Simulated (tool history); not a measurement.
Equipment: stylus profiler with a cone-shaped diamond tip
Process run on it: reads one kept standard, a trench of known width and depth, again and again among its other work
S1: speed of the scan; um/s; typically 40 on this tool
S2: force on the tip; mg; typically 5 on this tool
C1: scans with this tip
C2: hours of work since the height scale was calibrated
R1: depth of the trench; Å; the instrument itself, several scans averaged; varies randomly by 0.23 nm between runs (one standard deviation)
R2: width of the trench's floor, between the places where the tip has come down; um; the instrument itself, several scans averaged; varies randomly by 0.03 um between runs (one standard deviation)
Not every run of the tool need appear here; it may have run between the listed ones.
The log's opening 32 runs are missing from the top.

run    hour   S1     S2     C1   C2       R1     R2
 33  1987.6   33   7.12   8751   94  10105.5  15.25
 34  2025.3   84   5.15   8852  111  10074.3  15.02
 35  2081.6   84   4.91   9002  136  10066.3  14.97
     2108.8  -- height scale calibrated on a step standard, once more
 36  2157.8   84   4.91   9204   22  10147.3  14.99
 37  2212.3   68   11.7   9350   46    10261  15.15
 38    2268   68   11.7   9499   71  10259.3  15.12
 39  2337.3   68   11.7   9685  101  10256.4  15.15
 40  2411.5   40   4.51   9883  134  10135.5   15.2
 41  2457.6   25    7.8  10006  155  10196.6  15.26
 42  2495.3   11  14.59  10107  172  10299.3  15.33
 43  2536.1   56   6.28  10216  190  10167.9  15.15
 44  2618.4   56   6.28  10436  226  10162.3  15.12
 45  2657.3  137   3.64  10540  244    10112  14.62

Here are 3 independent what-if runs from the current tool condition. What would each one return?
  A  2740.7  22     5  10763  281   ?   ?
  B  2740.7  26  2.38  10763  281   ?   ?
  C  2740.7  15  2.47  10763  281   ?   ?

run       R1     R2
  A  10137.1  15.24
  B  10078.2  15.11
  C  10079.8   15.2
With the hidden condition removed and each run's random variation left untouched, the same runs would have given:
run       R1     R2
  A  10147.1  15.95
  B  10088.1  15.82
  C  10089.7   15.9

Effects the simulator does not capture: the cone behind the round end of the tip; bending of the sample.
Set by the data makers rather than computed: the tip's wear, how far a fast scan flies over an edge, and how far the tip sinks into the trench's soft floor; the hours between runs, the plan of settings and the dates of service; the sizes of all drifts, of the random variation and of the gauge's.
